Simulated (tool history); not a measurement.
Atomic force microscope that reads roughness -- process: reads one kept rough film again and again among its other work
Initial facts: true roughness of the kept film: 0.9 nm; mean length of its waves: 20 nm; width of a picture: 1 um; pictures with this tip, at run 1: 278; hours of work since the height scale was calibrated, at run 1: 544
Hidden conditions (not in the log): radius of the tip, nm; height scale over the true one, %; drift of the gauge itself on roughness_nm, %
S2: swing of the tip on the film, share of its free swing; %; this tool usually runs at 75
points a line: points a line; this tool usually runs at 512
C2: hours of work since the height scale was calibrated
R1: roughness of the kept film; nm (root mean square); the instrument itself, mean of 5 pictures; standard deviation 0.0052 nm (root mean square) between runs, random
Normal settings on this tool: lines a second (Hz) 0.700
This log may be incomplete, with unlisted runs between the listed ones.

Run 1, day 0.000: usual settings; pictures with this tip 278; C2 544. Result: R1 0.745 nm (root mean square).
Run 2, day 0.317: usual settings; pictures with this tip 297; C2 550. Result: R1 0.747 nm (root mean square).
Run 3, day 0.754: usual settings but S2 56 %; pictures with this tip 324; C2 558. Result: R1 0.765 nm (root mean square).
At day 0.833: new tip fitted.
Run 4, day 1.162: usual settings; pictures with this tip 20; C2 565. Result: R1 0.809 nm (root mean square).
Run 5, day 1.542: usual settings; pictures with this tip 44; C2 573. Result: R1 0.807 nm (root mean square).
Run 6, day 2.000: usual settings but S2 62 %; pictures with this tip 72; C2 581. Result: R1 0.815 nm (root mean square).
Run 7, day 2.504: usual settings; pictures with this tip 103; C2 591. Result: R1 0.782 nm (root mean square).
Run 8, day 3.042: usual settings; pictures with this tip 137; C2 601. Result: R1 0.789 nm (root mean square).
Run 9, day 3.717: usual settings; pictures with this tip 179; C2 614. Result: R1 0.776 nm (root mean square).
Run 10, day 4.150: usual settings but lines a second (Hz) 0.692; pictures with this tip 205; C2 622. Result: R1 0.769 nm (root mean square).
Run 11, day 4.604: usual settings but lines a second (Hz) 0.692; pictures with this tip 234; C2 631. Result: R1 0.756 nm (root mean square).
Run 12, day 4.988: usual settings but lines a second (Hz) 0.692; pictures with this tip 257; C2 638. Result: R1 0.759 nm (root mean square).
Run 13, day 5.671: usual settings but lines a second (Hz) 0.692; pictures with this tip 300; C2 651. Result: R1 0.761 nm (root mean square).
Run 14, day 5.975: usual settings but lines a second (Hz) 0.692; pictures with this tip 319; C2 657. Result: R1 0.740 nm (root mean square).
At day 6.142: new tip fitted.
Run 15, day 6.462: usual settings but lines a second (Hz) 0.692; pictures with this tip 19; C2 666. Result: R1 0.806 nm (root mean square).
Run 16, day 6.779: usual settings; pictures with this tip 39; C2 672. Result: R1 0.796 nm (root mean square).
Run 17, day 7.246: usual settings; pictures with this tip 68; C2 681. Result: R1 0.799 nm (root mean square).
Run 18, day 7.862: usual settings; pictures with this tip 106; C2 693. Result: R1 0.788 nm (root mean square).
Run 19, day 8.550: usual settings; pictures with this tip 149; C2 706. Result: R1 0.787 nm (root mean square).
Run 20, day 9.221: usual settings; pictures with this tip 190; C2 719. Result: R1 0.779 nm (root mean square).
Run 21, day 9.688: usual settings; pictures with this tip 219; C2 727. Result: R1 0.754 nm (root mean square).
Run 22, day 10.262: usual settings; pictures with this tip 255; C2 738. Result: R1 0.760 nm (root mean square).
Run 23, day 10.875: usual settings but lines a second (Hz) 1.167; pictures with this tip 293; C2 750. Result: R1 0.720 nm (root mean square).
At day 11.421: new tip fitted.
Run 24, day 11.621: usual settings but lines a second (Hz) 0.648; pictures with this tip 13; C2 764. Result: R1 0.804 nm (root mean square).
Run 25, day 12.092: usual settings but lines a second (Hz) 0.648; pictures with this tip 42; C2 773. Result: R1 0.807 nm (root mean square).
Run 26, day 12.679: usual settings but lines a second (Hz) 0.648; pictures with this tip 78; C2 784. Result: R1 0.796 nm (root mean square).
Run 27, day 13.383: usual settings but lines a second (Hz) 2.811, S2 59 %; pictures with this tip 122; C2 797. Result: R1 0.763 nm (root mean square).
Run 28, day 13.767: usual settings but lines a second (Hz) 2.811, S2 59 %, points a line 438; pictures with this tip 146; C2 805. Result: R1 0.758 nm (root mean square).
Run 29, day 14.496: usual settings but lines a second (Hz) 0.516, S2 63 %, points a line 257; pictures with this tip 191; C2 819. Result: R1 0.769 nm (root mean square).
Run 30, day 15.221: usual settings but lines a second (Hz) 0.516, S2 63 %, points a line 257; pictures with this tip 236; C2 832. Result: R1 0.761 nm (root mean square).
Run 31, day 15.958: usual settings but lines a second (Hz) 1.666, S2 67 %, points a line 257; pictures with this tip 282; C2 846. Result: R1 0.711 nm (root mean square).
At day 16.688: new tip fitted.
Run 32, day 16.688: usual settings but lines a second (Hz) 1.666, S2 67 %, points a line 257; pictures with this tip 0; C2 860. Result: R1 0.766 nm (root mean square).
Run 33, day 17.333: usual settings but S2 82 %; pictures with this tip 41; C2 872. Result: R1 0.795 nm (root mean square).
Run 34, day 17.775: usual settings but lines a second (Hz) 1.695, S2 82 %, points a line 379; pictures with this tip 68; C2 881. Result: R1 0.727 nm (root mean square).
Run 35, day 18.279: usual settings but lines a second (Hz) 0.724, S2 83 %; pictures with this tip 99; C2 890. Result: R1 0.770 nm (root mean square).
Run 36, day 18.879: usual settings but S2 72 %; pictures with this tip 136; C2 902. Result: R1 0.779 nm (root mean square).
Run 37, day 19.558: usual settings but S2 72 %; pictures with this tip 178; C2 915. Result: R1 0.775 nm (root mean square).
Run 38, day 19.871: usual settings but lines a second (Hz) 1.344, S2 67 %, points a line 671; pictures with this tip 198; C2 921. Result: R1 0.755 nm (root mean square).
Run 39, day 20.446: usual settings but lines a second (Hz) 2.757, S2 61 %, points a line 671; pictures with this tip 233; C2 931. Result: R1 0.745 nm (root mean square).
Run 40, day 21.050: usual settings but lines a second (Hz) 2.757, S2 61 %, points a line 671; pictures with this tip 271; C2 943. Result: R1 0.726 nm (root mean square).
Run 41, day 21.588: usual settings but lines a second (Hz) 2.757, S2 61 %, points a line 671; pictures with this tip 304; C2 953. Result: R1 0.727 nm (root mean square).
At day 21.958: new tip fitted.
Run 42, day 22.204: usual settings but lines a second (Hz) 0.702, S2 69 %; pictures with this tip 15; C2 965. Result: R1 0.821 nm (root mean square).
Run 43, day 22.708: usual settings but lines a second (Hz) 3.860, S2 65 %; pictures with this tip 46; C2 974. Result: R1 0.736 nm (root mean square).
Run 44, day 23.404: usual settings but lines a second (Hz) 3.860, S2 85 %, points a line 370; pictures with this tip 90; C2 987. Result: R1 0.566 nm (root mean square).
Run 45, day 23.821: usual settings but points a line 297; pictures with this tip 115; C2 995. Result: R1 0.769 nm (root mean square).
Run 46, day 24.192: usual settings but points a line 297; pictures with this tip 138; C2 1002. Result: R1 0.759 nm (root mean square).
Run 47, day 24.717: usual settings but lines a second (Hz) 0.613, S2 89 %, points a line 981; pictures with this tip 171; C2 1012. Result: R1 0.753 nm (root mean square).
Run 48, day 25.150: usual settings but lines a second (Hz) 0.874, S2 60 %, points a line 463; pictures with this tip 198; C2 1021. Result: R1 0.773 nm (root mean square).
Run 49, day 25.700: usual settings but lines a second (Hz) 2.731, S2 72 %, points a line 326; pictures with this tip 232; C2 1031. Result: R1 0.677 nm (root mean square).
Run 50, day 26.046: usual settings but lines a second (Hz) 0.733, S2 76 %; pictures with this tip 253; C2 1038. Result: R1 0.754 nm (root mean square).
Run 51, day 26.362: usual settings but lines a second (Hz) 0.733, S2 76 %; pictures with this tip 273; C2 1044. Result: R1 0.749 nm (root mean square).
Run 52, day 26.733: usual settings but lines a second (Hz) 1.532, S2 63 %, points a line 365; pictures with this tip 296; C2 1051. Result: R1 0.740 nm (root mean square).

Predict each of these 3 candidate next runs independently; none follows another, all start after run 52:
At day 27.246: new tip fitted.
Run A, day 27.458: usual settings but lines a second (Hz) 2.137, S2 63 %, points a line 365; pictures with this tip 13; C2 1064. Result: R1 ?.
At day 27.246: new tip fitted.
Run B, day 27.458: usual settings but lines a second (Hz) 0.686, S2 56 %, points a line 372; pictures with this tip 13; C2 1064. Result: R1 ?.
At day 27.246: new tip fitted.
Run C, day 27.458: usual settings but lines a second (Hz) 0.646; pictures with this tip 13; C2 1064. Result: R1 ?.

run     R1
  A  0.785
  B  0.839
  C  0.811
What these runs would have given with no unlogged condition in the tool:
run     R1
  A  0.793
  B  0.848
  C  0.819
